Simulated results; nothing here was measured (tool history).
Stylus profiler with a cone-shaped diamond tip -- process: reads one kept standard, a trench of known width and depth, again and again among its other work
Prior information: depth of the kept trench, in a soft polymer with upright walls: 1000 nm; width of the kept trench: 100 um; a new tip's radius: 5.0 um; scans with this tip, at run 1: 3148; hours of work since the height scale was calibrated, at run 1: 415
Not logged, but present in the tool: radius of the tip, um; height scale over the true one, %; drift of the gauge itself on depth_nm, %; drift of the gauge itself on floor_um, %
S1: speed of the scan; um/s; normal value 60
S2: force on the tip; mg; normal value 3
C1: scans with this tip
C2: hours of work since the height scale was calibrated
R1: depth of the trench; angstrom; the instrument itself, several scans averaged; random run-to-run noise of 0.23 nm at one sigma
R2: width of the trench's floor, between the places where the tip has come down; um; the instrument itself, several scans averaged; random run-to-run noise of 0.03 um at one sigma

Run 1, hour 0: usual settings; C1 3148; C2 415. Result: R1 10104.7 angstrom, R2 93.32 um.
Run 2, hour 24.1: usual settings; C1 3255; C2 429. Result: R1 10103.3 angstrom, R2 93.22 um.
Run 3, hour 54.7: usual settings; C1 3391; C2 447. Result: R1 10102.3 angstrom, R2 93.23 um.
Run 4, hour 93.8: usual settings; C1 3564; C2 469. Result: R1 10096.4 angstrom, R2 93.13 um.
Run 5, hour 117.2: usual settings; C1 3668; C2 483. Result: R1 10105.3 angstrom, R2 93.15 um.
Run 6, hour 162.5: usual settings; C1 3870; C2 510. Result: R1 10100 angstrom, R2 93.16 um.
Run 7, hour 192.6: usual settings; C1 4003; C2 527. Result: R1 10100 angstrom, R2 93.12 um.
Run 8, hour 215.2: usual settings; C1 4103; C2 540. Result: R1 10102.7 angstrom, R2 93.16 um.
Run 9, hour 237: usual settings; C1 4200; C2 553. Result: R1 10101.7 angstrom, R2 93.1 um.
Run 10, hour 259.5: usual settings but S1 21 um/s, S2 1.96 mg; C1 4300; C2 566. Result: R1 10072.7 angstrom, R2 93.31 um.
Run 11, hour 295.2: usual settings but S1 37 um/s, S2 3.66 mg; C1 4459; C2 587. Result: R1 10119 angstrom, R2 93.25 um.
Run 12, hour 323.2: usual settings but S1 34 um/s, S2 1.64 mg; C1 4583; C2 603. Result: R1 10061.5 angstrom, R2 93.15 um.
Run 13, hour 365.1: usual settings but S1 34 um/s, S2 1.64 mg; C1 4769; C2 628. Result: R1 10063.2 angstrom, R2 93.17 um.
Run 14, hour 386.8: usual settings but S1 34 um/s, S2 1.64 mg; C1 4865; C2 641. Result: R1 10057.2 angstrom, R2 93.16 um.
Run 15, hour 424.2: usual settings but S1 34 um/s, S2 1.64 mg; C1 5032; C2 663. Result: R1 10059.8 angstrom, R2 93.14 um.
Run 16, hour 465.6: usual settings but S1 123 um/s, S2 2.88 mg; C1 5215; C2 687. Result: R1 10092.6 angstrom, R2 92.7 um.
Run 17, hour 492.2: usual settings but S1 20 um/s, S2 5.67 mg; C1 5333; C2 702. Result: R1 10151.6 angstrom, R2 93.26 um.

What if the next run were any one of these 3? Each begins from the tool's condition after run 17:
Run A, hour 525.7: usual settings but S1 48 um/s, S2 8.15 mg; C1 5482; C2 722. Result: R1 ?, R2 ?.
Run B, hour 525.7: usual settings but S1 20 um/s, S2 7.24 mg; C1 5482; C2 722. Result: R1 ?, R2 ?.
Run C, hour 525.7: usual settings but S1 44 um/s, S2 2.92 mg; C1 5482; C2 722. Result: R1 ?, R2 ?.

run       R1     R2
  A  10192.1   93.2
  B  10181.2  93.32
  C    10090  93.15
Had the tool no hidden state, the same runs would have come out as:
run       R1     R2
  A  10204.3  93.86
  B  10193.4  93.99
  C    10102  93.81

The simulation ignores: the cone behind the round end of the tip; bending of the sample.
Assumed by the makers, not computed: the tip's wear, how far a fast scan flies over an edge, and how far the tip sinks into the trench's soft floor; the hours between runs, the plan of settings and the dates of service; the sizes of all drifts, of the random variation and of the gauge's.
